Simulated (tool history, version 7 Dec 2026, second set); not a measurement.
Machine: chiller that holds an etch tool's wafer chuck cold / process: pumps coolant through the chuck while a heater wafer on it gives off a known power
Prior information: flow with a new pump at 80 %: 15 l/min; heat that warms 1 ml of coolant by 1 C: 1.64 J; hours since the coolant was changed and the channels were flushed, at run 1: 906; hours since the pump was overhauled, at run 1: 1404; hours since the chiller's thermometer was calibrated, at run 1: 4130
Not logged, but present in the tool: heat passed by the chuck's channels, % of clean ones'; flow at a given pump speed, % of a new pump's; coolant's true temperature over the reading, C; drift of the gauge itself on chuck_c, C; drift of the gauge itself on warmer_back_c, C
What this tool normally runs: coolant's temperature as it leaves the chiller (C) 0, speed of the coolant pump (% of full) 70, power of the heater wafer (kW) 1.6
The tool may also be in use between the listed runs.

| run | hour | coolant's temperature as it leaves the chiller (C) | speed of the coolant pump (% of full) | power of the heater wafer (kW) | hours since the coolant was changed and the channels were flushed | hours since the pump was overhauled | hours since the chiller's thermometer was calibrated | chuck's temperature once it has settled (C) | how much warmer the coolant comes back (C) |
|---|---|---|---|---|---|---|---|---|---|
| 1 | 0 | 0 | 70 | 1.6 | 906 | 1404 | 4130 | 18.3 | 4.64 |
| 2 | 42 | 0 | 70 | 1.6 | 948 | 1446 | 4172 | 18.4 | 4.67 |
| 3 | 94.6 | 0 | 70 | 1.6 | 1000 | 1499 | 4224 | 18.2 | 4.7 |
| 4 | 142 | 0 | 70 | 1.782 | 1048 | 1546 | 4272 | 20.5 | 5.23 |
| 5 | 176.8 | 0 | 70 | 1.782 | 1083 | 1581 | 4307 | 20.5 | 5.18 |
| 6 | 209.3 | 0 | 70 | 1.782 | 1115 | 1613 | 4339 | 20.6 | 5.19 |
|  | 224 | chiller's thermometer calibrated |
| 7 | 252.8 | 0 | 70 | 1.6 | 1157 | 1656 | 29 | 19.1 | 4.68 |
| 8 | 295.6 | 0 | 70 | 1.6 | 1200 | 1699 | 72 | 19.1 | 4.64 |
| 9 | 331 | 0 | 70 | 1.6 | 1236 | 1734 | 107 | 19.1 | 4.68 |
|  | 340.5 | coolant pump overhauled |
| 10 | 376.4 | -1 | 70 | 1.6 | 1276 | 36 | 147 | 18.2 | 4.74 |
| 11 | 408.1 | 0 | 70 | 1.6 | 1308 | 68 | 179 | 19.4 | 4.71 |
|  | 453.5 | coolant pump overhauled, once more |
| 12 | 458.7 | 0 | 70 | 1.098 | 1353 | 5 | 225 | 12.9 | 3.15 |
| 13 | 509 | 0 | 70 | 1.098 | 1404 | 55 | 275 | 12.9 | 3.12 |
| 14 | 539.4 | 0 | 70 | 1.098 | 1434 | 86 | 305 | 12.9 | 3.14 |
| 15 | 568.1 | 0 | 70 | 1.098 | 1463 | 115 | 334 | 13 | 3.16 |
| 16 | 611.7 | 0 | 70 | 1.098 | 1506 | 158 | 378 | 12.9 | 3.13 |
| 17 | 662.8 | 0 | 70 | 1.098 | 1558 | 209 | 429 | 12.9 | 3.1 |
| 18 | 707.1 | 0 | 70 | 2.242 | 1602 | 254 | 473 | 26.5 | 6.46 |
| 19 | 731 | -7 | 67 | 1.6 | 1626 | 277 | 497 | 12.3 | 4.77 |
| 20 | 761.9 | -5 | 67 | 1.6 | 1657 | 308 | 528 | 14.5 | 4.8 |
| 21 | 817.4 | -6 | 67 | 0.956 | 1712 | 364 | 583 | 5.6 | 2.94 |
| 22 | 870.1 | -6 | 70 | 1.452 | 1765 | 417 | 636 | 11.1 | 4.14 |
| 23 | 912.3 | -8 | 70 | 2.026 | 1807 | 459 | 678 | 16.1 | 5.83 |
| 24 | 954.1 | -8 | 70 | 2.026 | 1849 | 501 | 720 | 16.1 | 5.78 |
| 25 | 995.5 | 0 | 70 | 1.463 | 1890 | 542 | 762 | 17.3 | 4.13 |
| 26 | 1019.6 | 2 | 65 | 1.08 | 1914 | 566 | 786 | 15.5 | 3.34 |
| 27 | 1060.7 | 2 | 65 | 1.08 | 1955 | 607 | 827 | 15.3 | 3.36 |
| 28 | 1082.9 | 2 | 65 | 1.08 | 1978 | 629 | 849 | 15.5 | 3.38 |
| 29 | 1121.3 | 2 | 65 | 1.08 | 2016 | 668 | 887 | 15.4 | 3.37 |
| 30 | 1160.3 | -1 | 79 | 2.047 | 2055 | 707 | 926 | 21.7 | 5.14 |
| 31 | 1192.1 | 0 | 70 | 1.223 | 2087 | 739 | 958 | 14.5 | 3.5 |
| 32 | 1222.4 | 8 | 67 | 0.844 | 2117 | 769 | 988 | 18.2 | 2.55 |

Consider 3 possible next runs. They are alternatives, not a sequence: every one starts from the tool as it was left by run 32. What does each give?
| A | 1268.4 | 8 | 68 | 0.809 | 2163 | 815 | 1034 | ? | ? |
| B | 1268.4 | -8 | 70 | 1.586 | 2163 | 815 | 1034 | ? | ? |
| C | 1268.4 | 9 | 82 | 2.156 | 2163 | 815 | 1034 | ? | ? |

| run | chuck's temperature once it has settled (C) | how much warmer the coolant comes back (C) |
|---|---|---|
| A | 17.8 | 2.4 |
| B | 10.9 | 4.51 |
| C | 32.5 | 5.19 |
Stripped of hidden state, with their random variation kept, the same runs would have yielded:
| run | chuck's temperature once it has settled (C) | how much warmer the coolant comes back (C) |
|---|---|---|
| A | 17.5 | 2.38 |
| B | 10.2 | 4.46 |
| C | 31.5 | 5.14 |
